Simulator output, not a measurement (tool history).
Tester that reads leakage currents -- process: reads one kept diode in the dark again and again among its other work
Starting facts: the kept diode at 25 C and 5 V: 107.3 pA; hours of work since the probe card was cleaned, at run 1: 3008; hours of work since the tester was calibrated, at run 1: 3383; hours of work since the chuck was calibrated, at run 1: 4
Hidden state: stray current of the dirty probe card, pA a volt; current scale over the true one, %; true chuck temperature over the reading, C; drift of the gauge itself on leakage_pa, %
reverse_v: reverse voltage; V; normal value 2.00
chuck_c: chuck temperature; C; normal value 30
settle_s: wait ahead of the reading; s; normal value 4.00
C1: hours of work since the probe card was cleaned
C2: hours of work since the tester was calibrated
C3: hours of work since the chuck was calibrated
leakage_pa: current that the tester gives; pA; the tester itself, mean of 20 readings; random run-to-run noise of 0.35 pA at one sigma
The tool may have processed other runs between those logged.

{"run": 1, "hour": 0.0, "reverse_v": 2.0, "chuck_c": 30, "settle_s": 4.0, "C1": 3008, "C2": 3383, "C3": 4, "leakage_pa": 119.03}
{"hour": 92.2, "done": "probe card cleaned and baked"}
{"run": 2, "hour": 111.6, "reverse_v": 2.0, "chuck_c": 30, "settle_s": 4.0, "C1": 10, "C2": 3440, "C3": 60, "leakage_pa": 116.22}
{"run": 3, "hour": 238.3, "reverse_v": 2.0, "chuck_c": 30, "settle_s": 4.0, "C1": 76, "C2": 3506, "C3": 126, "leakage_pa": 116.48}
{"run": 4, "hour": 408.5, "reverse_v": 2.0, "chuck_c": 30, "settle_s": 4.0, "C1": 164, "C2": 3594, "C3": 214, "leakage_pa": 117.02}
{"run": 5, "hour": 599.6, "reverse_v": 2.0, "chuck_c": 20, "settle_s": 4.0, "C1": 264, "C2": 3693, "C3": 314, "leakage_pa": 53.57}
{"run": 6, "hour": 701.8, "reverse_v": 1.82, "chuck_c": 30, "settle_s": 4.0, "C1": 317, "C2": 3746, "C3": 367, "leakage_pa": 113.83}
{"run": 7, "hour": 808.6, "reverse_v": 2.0, "chuck_c": 30, "settle_s": 4.0, "C1": 372, "C2": 3802, "C3": 422, "leakage_pa": 118.03}
{"run": 8, "hour": 895.8, "reverse_v": 2.0, "chuck_c": 30, "settle_s": 4.0, "C1": 417, "C2": 3847, "C3": 467, "leakage_pa": 117.4}
{"run": 9, "hour": 1044.1, "reverse_v": 2.0, "chuck_c": 30, "settle_s": 4.0, "C1": 494, "C2": 3924, "C3": 544, "leakage_pa": 119.27}
{"run": 10, "hour": 1130.5, "reverse_v": 1.26, "chuck_c": 30, "settle_s": 4.0, "C1": 539, "C2": 3969, "C3": 589, "leakage_pa": 100.99}
{"run": 11, "hour": 1257.5, "reverse_v": 1.26, "chuck_c": 30, "settle_s": 4.0, "C1": 605, "C2": 4035, "C3": 655, "leakage_pa": 101.54}
{"run": 12, "hour": 1434.5, "reverse_v": 2.0, "chuck_c": 25, "settle_s": 4.0, "C1": 697, "C2": 4127, "C3": 747, "leakage_pa": 81.49}
{"run": 13, "hour": 1592.7, "reverse_v": 2.0, "chuck_c": 30, "settle_s": 0.51, "C1": 779, "C2": 4209, "C3": 829, "leakage_pa": 120.46}
{"run": 14, "hour": 1750.2, "reverse_v": 2.0, "chuck_c": 30, "settle_s": 0.51, "C1": 861, "C2": 4291, "C3": 911, "leakage_pa": 121.34}
{"run": 15, "hour": 1943.8, "reverse_v": 5.18, "chuck_c": 30, "settle_s": 2.36, "C1": 962, "C2": 4392, "C3": 1012, "leakage_pa": 168.64}
{"run": 16, "hour": 2117.5, "reverse_v": 2.12, "chuck_c": 30, "settle_s": 4.0, "C1": 1052, "C2": 4482, "C3": 1102, "leakage_pa": 123.83}

Expected results for the next run?
{"run": 17, "hour": 2230.9, "reverse_v": 2.12, "chuck_c": 30, "settle_s": 6.61, "C1": 1111, "C2": 4541, "C3": 1161, "leakage_pa": "?"}

Logged for run 17: leakage_pa 123.43 pA.
With the hidden condition absent and the run-to-run variation left alone, this run would have shown leakage_pa 117.76 pA.
